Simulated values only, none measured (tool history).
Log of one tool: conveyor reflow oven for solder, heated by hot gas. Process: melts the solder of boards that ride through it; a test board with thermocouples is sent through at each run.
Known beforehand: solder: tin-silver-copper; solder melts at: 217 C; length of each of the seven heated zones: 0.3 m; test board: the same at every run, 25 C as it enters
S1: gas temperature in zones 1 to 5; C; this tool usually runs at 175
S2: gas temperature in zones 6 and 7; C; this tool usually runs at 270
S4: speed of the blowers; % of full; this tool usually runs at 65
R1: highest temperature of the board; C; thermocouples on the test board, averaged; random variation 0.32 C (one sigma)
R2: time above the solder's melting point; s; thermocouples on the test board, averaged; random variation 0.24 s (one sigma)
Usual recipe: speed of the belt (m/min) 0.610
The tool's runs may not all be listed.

run 1 hour=0.0 | S1=175 S2=270 speed_of_the_belt_(m/min)=0.610 S4=65 | R1=252.7 R2=44.1
run 2 hour=19.1 | S1=175 S2=270 speed_of_the_belt_(m/min)=0.610 S4=65 | R1=252.5 R2=43.7
-- hour=30.9 flux residue cleaned out of gas plates and filters
run 3 hour=43.8 | S1=175 S2=270 speed_of_the_belt_(m/min)=0.610 S4=65 | R1=255.6 R2=46.0
run 4 hour=64.0 | S1=175 S2=270 speed_of_the_belt_(m/min)=0.610 S4=65 | R1=255.6 R2=45.8
run 5 hour=89.2 | S1=175 S2=270 speed_of_the_belt_(m/min)=0.610 S4=65 | R1=254.7 R2=45.9
run 6 hour=101.8 | S1=175 S2=270 speed_of_the_belt_(m/min)=0.610 S4=88 | R1=259.9 R2=48.4
run 7 hour=119.8 | S1=175 S2=270 speed_of_the_belt_(m/min)=0.610 S4=65 | R1=255.4 R2=45.9
run 8 hour=132.6 | S1=175 S2=270 speed_of_the_belt_(m/min)=0.610 S4=55 | R1=252.3 R2=43.9
run 9 hour=155.4 | S1=175 S2=270 speed_of_the_belt_(m/min)=0.610 S4=65 | R1=255.5 R2=45.9
run 10 hour=172.1 | S1=175 S2=270 speed_of_the_belt_(m/min)=0.638 S4=51 | R1=249.6 R2=39.3
run 11 hour=188.7 | S1=175 S2=270 speed_of_the_belt_(m/min)=0.638 S4=51 | R1=250.0 R2=39.8
run 12 hour=217.2 | S1=179 S2=269 speed_of_the_belt_(m/min)=0.638 S4=51 | R1=249.7 R2=40.8
run 13 hour=232.3 | S1=179 S2=269 speed_of_the_belt_(m/min)=0.638 S4=51 | R1=249.3 R2=40.5
run 14 hour=246.3 | S1=179 S2=265 speed_of_the_belt_(m/min)=0.638 S4=51 | R1=245.9 R2=38.7
run 15 hour=263.9 | S1=175 S2=281 speed_of_the_belt_(m/min)=0.679 S4=65 | R1=260.4 R2=42.7
run 16 hour=285.4 | S1=175 S2=281 speed_of_the_belt_(m/min)=0.567 S4=65 | R1=267.5 R2=55.5
run 17 hour=311.2 | S1=162 S2=281 speed_of_the_belt_(m/min)=0.598 S4=56 | R1=259.9 R2=45.9

Measured minus without-hidden-state, run by run (identical run-to-run variation in each term; gauge scatter may differ):
Hidden state at play: heat that the gas passes to the board, % of a clean oven's; belt's true speed, % of the reading; true gas temperature in zones 6 and 7 over the reading, C; drift of the gauge itself on peak_c, C; drift of the gauge itself on liquid_s, %.
run=1 R1=-0.7 R2=-0.9
run=2 R1=-0.8 R2=-1.0
run=3 R1=+2.1 R2=+1.1
run=4 R1=+2.1 R2=+1.1
run=5 R1=+1.9 R2=+1.0
run=6 R1=+2.0 R2=+0.8
run=7 R1=+1.9 R2=+0.9
run=8 R1=+1.9 R2=+1.1
run=9 R1=+1.8 R2=+0.9
run=10 R1=+1.7 R2=+1.0
run=11 R1=+1.7 R2=+1.0
run=12 R1=+1.6 R2=+0.9
run=13 R1=+1.6 R2=+0.9
run=14 R1=+1.5 R2=+0.9
run=15 R1=+1.3 R2=+0.6
run=16 R1=+1.6 R2=+0.8
run=17 R1=+1.3 R2=+0.7
